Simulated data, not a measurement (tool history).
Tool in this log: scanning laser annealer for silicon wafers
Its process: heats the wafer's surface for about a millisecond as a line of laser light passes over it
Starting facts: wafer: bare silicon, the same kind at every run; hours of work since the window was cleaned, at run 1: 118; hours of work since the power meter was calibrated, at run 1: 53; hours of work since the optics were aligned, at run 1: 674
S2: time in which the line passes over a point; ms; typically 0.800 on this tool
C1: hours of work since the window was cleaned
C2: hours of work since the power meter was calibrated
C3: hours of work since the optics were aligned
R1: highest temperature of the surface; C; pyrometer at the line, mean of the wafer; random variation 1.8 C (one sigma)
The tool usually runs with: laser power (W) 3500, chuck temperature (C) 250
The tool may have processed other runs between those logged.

run 1 hour=0.0 | laser_power_(W)=3500 S2=0.800 chuck_temperature_(C)=250 | C1=118 C2=53 C3=674 | R1=959
run 2 hour=37.3 | laser_power_(W)=3500 S2=0.800 chuck_temperature_(C)=250 | C1=139 C2=74 C3=694 | R1=959
run 3 hour=74.2 | laser_power_(W)=3500 S2=0.800 chuck_temperature_(C)=250 | C1=159 C2=95 C3=715 | R1=958
run 4 hour=91.9 | laser_power_(W)=3500 S2=0.800 chuck_temperature_(C)=250 | C1=169 C2=104 C3=725 | R1=956
run 5 hour=115.1 | laser_power_(W)=3500 S2=0.800 chuck_temperature_(C)=250 | C1=182 C2=117 C3=738 | R1=952
run 6 hour=152.1 | laser_power_(W)=3500 S2=0.800 chuck_temperature_(C)=250 | C1=203 C2=138 C3=759 | R1=952
run 7 hour=181.7 | laser_power_(W)=3500 S2=0.800 chuck_temperature_(C)=280 | C1=219 C2=155 C3=775 | R1=980
run 8 hour=223.6 | laser_power_(W)=3500 S2=0.800 chuck_temperature_(C)=280 | C1=243 C2=178 C3=799 | R1=978
run 9 hour=245.4 | laser_power_(W)=3500 S2=0.800 chuck_temperature_(C)=250 | C1=255 C2=190 C3=811 | R1=947
-- hour=253.2 optics aligned, line set to its width
run 10 hour=268.5 | laser_power_(W)=3500 S2=0.800 chuck_temperature_(C)=250 | C1=265 C2=201 C3=9 | R1=950
run 11 hour=297.4 | laser_power_(W)=3500 S2=0.800 chuck_temperature_(C)=250 | C1=281 C2=217 C3=25 | R1=951
run 12 hour=316.2 | laser_power_(W)=3500 S2=0.800 chuck_temperature_(C)=250 | C1=292 C2=227 C3=35 | R1=947
run 13 hour=358.0 | laser_power_(W)=3500 S2=0.800 chuck_temperature_(C)=250 | C1=315 C2=251 C3=59 | R1=945
run 14 hour=398.2 | laser_power_(W)=3500 S2=0.800 chuck_temperature_(C)=250 | C1=338 C2=273 C3=81 | R1=945
run 15 hour=433.7 | laser_power_(W)=3500 S2=0.800 chuck_temperature_(C)=250 | C1=358 C2=293 C3=101 | R1=945
-- hour=439.3 window over the wafer cleaned
run 16 hour=458.2 | laser_power_(W)=3500 S2=0.800 chuck_temperature_(C)=250 | C1=11 C2=306 C3=114 | R1=970
run 17 hour=485.5 | laser_power_(W)=3422 S2=0.800 chuck_temperature_(C)=250 | C1=26 C2=321 C3=129 | R1=944
run 18 hour=522.1 | laser_power_(W)=3422 S2=0.800 chuck_temperature_(C)=250 | C1=46 C2=341 C3=149 | R1=944
run 19 hour=548.8 | laser_power_(W)=3422 S2=0.800 chuck_temperature_(C)=250 | C1=61 C2=356 C3=164 | R1=943
run 20 hour=586.6 | laser_power_(W)=3500 S2=0.706 chuck_temperature_(C)=250 | C1=82 C2=378 C3=186 | R1=917
run 21 hour=620.3 | laser_power_(W)=3500 S2=0.706 chuck_temperature_(C)=250 | C1=101 C2=396 C3=204 | R1=918
run 22 hour=652.1 | laser_power_(W)=3632 S2=0.752 chuck_temperature_(C)=280 | C1=119 C2=414 C3=222 | R1=998
run 23 hour=691.9 | laser_power_(W)=3267 S2=0.752 chuck_temperature_(C)=276 | C1=141 C2=437 C3=245 | R1=904
run 24 hour=721.8 | laser_power_(W)=3267 S2=0.752 chuck_temperature_(C)=276 | C1=158 C2=453 C3=261 | R1=902
run 25 hour=740.6 | laser_power_(W)=3500 S2=0.709 chuck_temperature_(C)=250 | C1=169 C2=464 C3=272 | R1=913
run 26 hour=779.7 | laser_power_(W)=3683 S2=0.844 chuck_temperature_(C)=266 | C1=191 C2=486 C3=294 | R1=1034
run 27 hour=819.5 | laser_power_(W)=3683 S2=0.844 chuck_temperature_(C)=266 | C1=213 C2=508 C3=316 | R1=1033
-- hour=825.0 laser's power meter calibrated
run 28 hour=847.7 | laser_power_(W)=3461 S2=0.891 chuck_temperature_(C)=266 | C1=227 C2=13 C3=330 | R1=992
run 29 hour=868.2 | laser_power_(W)=3461 S2=0.714 chuck_temperature_(C)=266 | C1=238 C2=24 C3=342 | R1=912
run 30 hour=896.1 | laser_power_(W)=3461 S2=0.714 chuck_temperature_(C)=266 | C1=254 C2=40 C3=357 | R1=912
run 31 hour=921.0 | laser_power_(W)=3461 S2=0.714 chuck_temperature_(C)=266 | C1=268 C2=54 C3=371 | R1=914
run 32 hour=952.9 | laser_power_(W)=3437 S2=0.852 chuck_temperature_(C)=221 | C1=286 C2=72 C3=389 | R1=917
run 33 hour=993.8 | laser_power_(W)=3437 S2=0.833 chuck_temperature_(C)=258 | C1=309 C2=95 C3=412 | R1=946
run 34 hour=1018.7 | laser_power_(W)=3437 S2=0.833 chuck_temperature_(C)=258 | C1=323 C2=108 C3=426 | R1=944
-- hour=1038.4 laser's power meter calibrated, once more
run 35 hour=1053.2 | laser_power_(W)=3645 S2=0.800 chuck_temperature_(C)=232 | C1=340 C2=8 C3=443 | R1=967
run 36 hour=1082.7 | laser_power_(W)=3645 S2=0.800 chuck_temperature_(C)=232 | C1=357 C2=25 C3=460 | R1=963
-- hour=1090.6 window over the wafer cleaned
run 37 hour=1121.1 | laser_power_(W)=3632 S2=0.584 chuck_temperature_(C)=218 | C1=17 C2=45 C3=480 | R1=863
run 38 hour=1163.7 | laser_power_(W)=3500 S2=0.884 chuck_temperature_(C)=280 | C1=41 C2=69 C3=504 | R1=1037
run 39 hour=1206.1 | laser_power_(W)=3061 S2=0.745 chuck_temperature_(C)=250 | C1=65 C2=93 C3=528 | R1=835
run 40 hour=1223.8 | laser_power_(W)=3061 S2=0.745 chuck_temperature_(C)=250 | C1=75 C2=103 C3=538 | R1=835
run 41 hour=1247.8 | laser_power_(W)=3545 S2=0.910 chuck_temperature_(C)=285 | C1=88 C2=116 C3=551 | R1=1060

Had the tool no unlogged condition, and each run kept its random variation, what would the results have been?
The hidden state here: light that passes the window, % of a clean one's; laser's true power over the reading, %; width of the line over the set one, %; drift of the gauge itself on peak_c, C.
run=1 R1=981
run=2 R1=983
run=3 R1=984
run=4 R1=983
run=5 R1=980
run=6 R1=982
run=7 R1=1011
run=8 R1=1012
run=9 R1=982
run=10 R1=979
run=11 R1=982
run=12 R1=978
run=13 R1=978
run=14 R1=980
run=15 R1=983
run=16 R1=982
run=17 R1=957
run=18 R1=960
run=19 R1=960
run=20 R1=935
run=21 R1=938
run=22 R1=1021
run=23 R1=926
run=24 R1=926
run=25 R1=938
run=26 R1=1066
run=27 R1=1067
run=28 R1=1028
run=29 R1=946
run=30 R1=947
run=31 R1=950
run=32 R1=957
run=33 R1=988
run=34 R1=988
run=35 R1=1002
run=36 R1=1000
run=37 R1=871
run=38 R1=1048
run=39 R1=845
run=40 R1=846
run=41 R1=1077
